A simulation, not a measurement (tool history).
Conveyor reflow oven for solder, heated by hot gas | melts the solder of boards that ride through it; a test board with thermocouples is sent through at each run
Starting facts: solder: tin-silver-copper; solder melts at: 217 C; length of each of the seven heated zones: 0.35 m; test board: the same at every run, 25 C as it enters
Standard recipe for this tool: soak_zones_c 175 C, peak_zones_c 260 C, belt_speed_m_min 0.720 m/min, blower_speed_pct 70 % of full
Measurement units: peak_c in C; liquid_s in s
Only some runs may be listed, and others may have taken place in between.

| run | day | soak_zones_c | peak_zones_c | belt_speed_m_min | blower_speed_pct | peak_c | liquid_s |
|---|---|---|---|---|---|---|---|
| 1 | 0.000 | 175 | 260 | 0.720 | 70 | 245.8 | 40.7 |
| 2 | 1.021 | 175 | 260 | 0.720 | 70 | 244.7 | 40.6 |
| 3 | 1.967 | 175 | 271 | 0.720 | 70 | 255.5 | 46.0 |
| 4 | 2.838 | 175 | 251 | 0.720 | 70 | 237.3 | 34.5 |
| 5 | 3.521 | 175 | 251 | 0.720 | 70 | 237.6 | 33.9 |
| 6 | 4.604 | 175 | 251 | 0.720 | 70 | 237.3 | 34.6 |
| 7 | 5.267 | 175 | 251 | 0.720 | 70 | 236.8 | 33.9 |
| 8 | 6.308 | 175 | 251 | 0.771 | 70 | 235.1 | 28.8 |
|  | 6.583 | flux residue cleaned out of gas plates and filters |
| 9 | 7.371 | 175 | 251 | 0.771 | 70 | 235.3 | 29.4 |
| 10 | 8.246 | 175 | 251 | 0.792 | 70 | 235.9 | 28.0 |
| 11 | 8.838 | 175 | 251 | 0.792 | 70 | 234.5 | 27.2 |
| 12 | 9.821 | 188 | 260 | 0.720 | 70 | 246.8 | 45.8 |
| 13 | 10.938 | 188 | 260 | 0.720 | 70 | 246.2 | 45.9 |
| 14 | 11.754 | 188 | 260 | 0.720 | 70 | 247.2 | 46.2 |
| 15 | 12.508 | 188 | 260 | 0.720 | 53 | 243.8 | 41.3 |
| 16 | 13.504 | 188 | 260 | 0.720 | 53 | 242.7 | 41.9 |
|  | 13.721 | belt drive overhauled, speed set with a stopwatch |
| 17 | 14.683 | 180 | 260 | 0.833 | 70 | 242.0 | 32.1 |
| 18 | 15.712 | 180 | 260 | 0.654 | 70 | 246.9 | 48.8 |
| 19 | 16.750 | 175 | 260 | 0.720 | 52 | 239.2 | 35.3 |
|  | 17.479 | flux residue cleaned out of gas plates and filters |
| 20 | 18.079 | 175 | 252 | 0.757 | 88 | 239.8 | 35.9 |
| 21 | 18.592 | 184 | 251 | 0.720 | 55 | 235.7 | 34.7 |
| 22 | 19.333 | 184 | 251 | 0.720 | 55 | 235.1 | 34.8 |
| 23 | 19.946 | 174 | 251 | 0.720 | 55 | 232.9 | 29.0 |
|  | 20.583 | belt drive overhauled, speed set with a stopwatch, once more |
| 24 | 21.267 | 181 | 262 | 0.658 | 80 | 250.8 | 50.7 |
| 25 | 21.892 | 185 | 262 | 0.784 | 80 | 247.0 | 40.7 |
| 26 | 22.458 | 185 | 263 | 0.784 | 80 | 248.4 | 41.1 |
| 27 | 23.429 | 169 | 263 | 0.784 | 82 | 246.4 | 35.5 |
| 28 | 24.458 | 181 | 266 | 0.860 | 71 | 244.5 | 34.1 |
| 29 | 25.388 | 181 | 266 | 0.860 | 71 | 244.7 | 33.2 |
| 30 | 26.033 | 181 | 266 | 0.860 | 71 | 244.8 | 33.7 |
| 31 | 26.546 | 164 | 273 | 0.677 | 63 | 254.3 | 44.8 |

4 options for the next run, each taken on its own from the tool as it stands now. Forecast them:
| A | 27.350 | 171 | 260 | 0.720 | 61 | ? | ? |
| B | 27.350 | 175 | 260 | 0.673 | 70 | ? | ? |
| C | 27.350 | 161 | 271 | 0.677 | 76 | ? | ? |
| D | 27.350 | 164 | 273 | 0.838 | 63 | ? | ? |

| run | peak_c | liquid_s |
|---|---|---|
| A | 241.2 | 34.8 |
| B | 245.0 | 43.7 |
| C | 254.2 | 45.0 |
| D | 246.8 | 30.5 |
Without the tool's unlogged condition, the same runs would have read:
| run | peak_c | liquid_s |
|---|---|---|
| A | 243.6 | 36.6 |
| B | 247.4 | 45.2 |
| C | 256.7 | 46.3 |
| D | 249.3 | 32.0 |
